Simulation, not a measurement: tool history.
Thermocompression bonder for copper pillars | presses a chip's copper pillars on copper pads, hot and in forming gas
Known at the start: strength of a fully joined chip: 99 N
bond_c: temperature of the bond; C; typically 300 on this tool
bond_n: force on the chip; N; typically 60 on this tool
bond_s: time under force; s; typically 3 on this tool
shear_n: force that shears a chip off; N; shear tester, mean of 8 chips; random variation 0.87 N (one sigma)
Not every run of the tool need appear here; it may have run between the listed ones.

Run 1, hour 0: usual settings. Result: shear_n 67.1 N.
Run 2, hour 6: usual settings. Result: shear_n 68.3 N.
Run 3, hour 15.4: usual settings. Result: shear_n 64.8 N.
Run 4, hour 27.2: usual settings but bond_c 313 C. Result: shear_n 75.7 N.
Run 5, hour 37.5: usual settings but bond_c 324 C. Result: shear_n 79.9 N.
Run 6, hour 48.4: usual settings. Result: shear_n 65.2 N.
Run 7, hour 61.9: usual settings. Result: shear_n 66.4 N.
Run 8, hour 72.3: usual settings but bond_c 319 C. Result: shear_n 75.9 N.
Run 9, hour 85.2: usual settings but bond_c 278 C, bond_n 68 N, bond_s 5 s. Result: shear_n 66.1 N.
Run 10, hour 95.2: usual settings but bond_c 278 C, bond_n 68 N, bond_s 5 s. Result: shear_n 66.1 N.
Run 11, hour 105.2: usual settings but bond_c 278 C, bond_n 68 N, bond_s 5 s. Result: shear_n 65.5 N.
Run 12, hour 119.3: usual settings but bond_s 2 s. Result: shear_n 57.3 N.
Run 13, hour 127.9: usual settings but bond_s 2 s. Result: shear_n 57.9 N.
Run 14, hour 140: usual settings but bond_c 293 C, bond_n 43 N. Result: shear_n 45.1 N.
Run 15, hour 145.7: usual settings but bond_c 324 C, bond_n 70 N. Result: shear_n 83.9 N.

Between the runs listed above, the log contained 2 entries, not reproduced here. Where in the sequence does each belong, and how does what the log doesn't record of the tool's condition differ from the listed run before to the listed run after?
Logged between run 6 and run 7: force cell calibrated (hour 50.5)
  true temperature of the bond over the reading, C: -5.6 -> -5.8; force that reaches the chip, % of what is set: 99.2 -> 98.8; oxide that the forming gas leaves, % of the face: 1.09 -> 1.25
  measured value less the no-hidden-state value, shear_n: -4.4 -> -4.9 N
Logged between run 11 and run 12: force cell calibrated, once more (hour 116)
  true temperature of the bond over the reading, C: -6.2 -> -6.3; force that reaches the chip, % of what is set: 98.7 -> 99.2; oxide that the forming gas leaves, % of the face: 1.79 -> 1.94
  measured value less the no-hidden-state value, shear_n: -5.7 -> -5.2 N
